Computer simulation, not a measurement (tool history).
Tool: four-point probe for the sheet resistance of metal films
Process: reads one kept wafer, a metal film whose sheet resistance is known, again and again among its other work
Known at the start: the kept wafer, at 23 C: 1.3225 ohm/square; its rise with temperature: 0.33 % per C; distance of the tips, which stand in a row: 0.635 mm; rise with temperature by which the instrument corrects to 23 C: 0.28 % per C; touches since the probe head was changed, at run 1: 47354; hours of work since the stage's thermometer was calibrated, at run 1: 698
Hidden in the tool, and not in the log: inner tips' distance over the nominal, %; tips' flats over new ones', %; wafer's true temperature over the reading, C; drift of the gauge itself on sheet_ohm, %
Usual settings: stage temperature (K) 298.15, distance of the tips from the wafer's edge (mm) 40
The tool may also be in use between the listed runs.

| run | hour | stage temperature (K) | distance of the tips from the wafer's edge (mm) | touches since the probe head was changed | hours of work since the stage's thermometer was calibrated | sheet resistance as the instrument gives it (ohm/square) |
|---|---|---|---|---|---|---|
| 1 | 0.0 | 298.15 | 40 | 47354 | 698 | 1.323301 |
| 2 | 87.6 | 298.15 | 40 | 51038 | 752 | 1.323388 |
| 3 | 134.2 | 298.15 | 40 | 52998 | 781 | 1.324044 |
| 4 | 193.7 | 298.15 | 40 | 55497 | 818 | 1.324059 |
| 5 | 258.8 | 298.15 | 40 | 58236 | 859 | 1.324147 |
| 6 | 309.4 | 298.15 | 40 | 60363 | 890 | 1.324054 |
| 7 | 401.1 | 298.15 | 40 | 64219 | 947 | 1.325050 |
| 8 | 477.8 | 298.15 | 23 | 67443 | 994 | 1.325188 |
| 9 | 568.3 | 298.15 | 23 | 71251 | 1050 | 1.326153 |
| 10 | 643.0 | 298.15 | 23 | 74389 | 1097 | 1.326298 |
| 11 | 704.7 | 298.15 | 23 | 76987 | 1135 | 1.326399 |
| 12 | 757.8 | 298.15 | 23 | 79219 | 1168 | 1.326712 |
| 13 | 806.3 | 298.15 | 23 | 81256 | 1198 | 1.326943 |
| 14 | 889.3 | 298.15 | 23 | 84747 | 1249 | 1.327486 |
| 15 | 955.8 | 298.15 | 40 | 87544 | 1291 | 1.327040 |
| 16 | 1019.9 | 298.15 | 40 | 90240 | 1330 | 1.327138 |
| 17 | 1112.6 | 298.15 | 5 | 94138 | 1388 | 1.339690 |
| 18 | 1205.2 | 298.15 | 5 | 98030 | 1445 | 1.339398 |
| 19 | 1270.4 | 298.15 | 17 | 100773 | 1486 | 1.329113 |
| 20 | 1319.2 | 300.15 | 40 | 102822 | 1516 | 1.330604 |
| 21 | 1373.9 | 300.15 | 40 | 105126 | 1550 | 1.329705 |
| 22 | 1440.3 | 298.15 | 40 | 107917 | 1591 | 1.329122 |
| 23 | 1527.6 | 298.15 | 56 | 111586 | 1645 | 1.329189 |
| 24 | 1579.2 | 298.15 | 3 | 113759 | 1677 | 1.360839 |
| 25 | 1666.4 | 305.15 | 4 | 117425 | 1731 | 1.352097 |
| 26 | 1760.4 | 292.15 | 12 | 121377 | 1789 | 1.328462 |
|  | 1765.5 | stage's thermometer calibrated |
| 27 | 1840.7 | 301.15 | 55 | 124734 | 47 | 1.332906 |
| 28 | 1885.5 | 301.15 | 55 | 126614 | 74 | 1.333049 |
| 29 | 1975.5 | 293.15 | 34 | 130400 | 130 | 1.328338 |
| 30 | 2039.7 | 296.15 | 40 | 133099 | 170 | 1.330424 |
|  | 2116.3 | stage's thermometer calibrated, once more |
| 31 | 2130.5 | 296.15 | 40 | 136895 | 9 | 1.328913 |
| 32 | 2192.6 | 303.15 | 4 | 139507 | 47 | 1.350635 |
| 33 | 2261.6 | 303.15 | 4 | 142407 | 90 | 1.350933 |
| 34 | 2343.9 | 303.15 | 4 | 145871 | 141 | 1.351378 |
| 35 | 2413.1 | 303.15 | 4 | 148781 | 184 | 1.352291 |
| 36 | 2499.9 | 303.15 | 4 | 152428 | 238 | 1.352192 |
|  | 2547.8 | new probe head fitted |
| 37 | 2579.4 | 300.15 | 16 | 1332 | 286 | 1.329130 |
| 38 | 2633.5 | 296.15 | 11 | 3607 | 320 | 1.328095 |
| 39 | 2699.5 | 305.15 | 11 | 6379 | 361 | 1.333668 |
| 40 | 2740.1 | 305.15 | 11 | 8088 | 386 | 1.333823 |
| 41 | 2826.1 | 300.15 | 8 | 11703 | 439 | 1.333597 |
| 42 | 2903.0 | 308.15 | 10 | 14935 | 487 | 1.336791 |
| 43 | 2987.7 | 298.15 | 33 | 18500 | 540 | 1.328619 |
| 44 | 3055.8 | 292.15 | 6 | 21363 | 582 | 1.333097 |
| 45 | 3095.3 | 292.15 | 25 | 23023 | 606 | 1.325422 |

4 ways to go on from here, each from the tool as it stands after run 45. What would each give?
| A | 3157.6 | 304.15 | 4 | 25642 | 645 | ? |
| B | 3157.6 | 306.15 | 28 | 25642 | 645 | ? |
| C | 3157.6 | 298.15 | 39 | 25642 | 645 | ? |
| D | 3157.6 | 292.15 | 5 | 25642 | 645 | ? |

| run | sheet resistance as the instrument gives it (ohm/square) |
|---|---|
| A | 1.350890 |
| B | 1.334292 |
| C | 1.328998 |
| D | 1.336750 |
Without the tool's hidden state the same runs would have given:
| run | sheet resistance as the instrument gives it (ohm/square) |
|---|---|
| A | 1.345459 |
| B | 1.328926 |
| C | 1.323640 |
| D | 1.331353 |
